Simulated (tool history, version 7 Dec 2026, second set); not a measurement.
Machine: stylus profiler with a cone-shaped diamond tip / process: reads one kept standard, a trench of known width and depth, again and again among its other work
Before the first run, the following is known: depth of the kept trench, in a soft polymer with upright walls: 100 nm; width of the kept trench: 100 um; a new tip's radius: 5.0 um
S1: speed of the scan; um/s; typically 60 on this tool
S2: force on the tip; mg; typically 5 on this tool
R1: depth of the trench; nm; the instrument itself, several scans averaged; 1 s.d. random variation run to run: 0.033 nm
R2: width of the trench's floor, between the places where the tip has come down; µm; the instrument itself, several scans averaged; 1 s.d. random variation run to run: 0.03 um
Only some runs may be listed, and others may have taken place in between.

run,day,S1,S2,R1,R2
1,0,60,5,101.79,97.33
2,1.35,60,5,101.79,97.37
3,2.688,45,5,101.71,97.43
4,4.004,100,5,101.84,97.13
5,5.075,100,5,101.75,97.16
6,7.142,100,5,101.74,97.17
7,8.671,60,10.35,102.97,97.42
8,9.892,60,10.35,102.99,97.33
9,10.762,60,10.35,102.93,97.41
10,12.425,60,2.68,101.06,97.21
11,13.842,60,5,101.74,97.27
12,15.142,60,5,101.71,97.33
13,16.496,60,5,101.72,97.28
14,18.104,60,5,101.73,97.27
15,19.992,60,5,101.68,97.23
16,21.521,28,9.48,102.77,97.47
17,23.4,76,1.69,100.75,96.94
18,24.408,76,1.69,100.71,96.94
19,25.946,148,7.92,102.41,96.95
20,26.938,148,7.92,102.39,96.96
21,28.688,140,14.02,103.58,97.1
22,29.683,20,5.66,101.86,97.4
23,31.025,45,13.94,103.58,97.43
24,32.088,127,12.07,103.26,97.08
25,32.988,127,12.07,103.22,97.07
26,35.046,65,1.7,100.66,96.95

Subtracting, for every run, the result it would have given without the tool's unlogged condition from the measured result gives the following. The same run-to-run variation enters both numbers; the gauge's scatter may not:
Hidden conditions of the tool in this case: radius of the tip, um; height scale over the true one, %; drift of the gauge itself on depth_nm, %; drift of the gauge itself on floor_um, %.
run,R1,R2
1,-0.16,-0.37
2,-0.16,-0.37
3,-0.16,-0.38
4,-0.16,-0.38
5,-0.17,-0.39
6,-0.17,-0.4
7,-0.18,-0.41
8,-0.18,-0.42
9,-0.19,-0.42
10,-0.19,-0.43
11,-0.19,-0.44
12,-0.19,-0.44
13,-0.19,-0.45
14,-0.2,-0.46
15,-0.21,-0.46
16,-0.21,-0.48
17,-0.21,-0.48
18,-0.21,-0.49
19,-0.22,-0.5
20,-0.23,-0.51
21,-0.23,-0.51
22,-0.23,-0.52
23,-0.23,-0.52
24,-0.24,-0.53
25,-0.25,-0.54
26,-0.24,-0.54
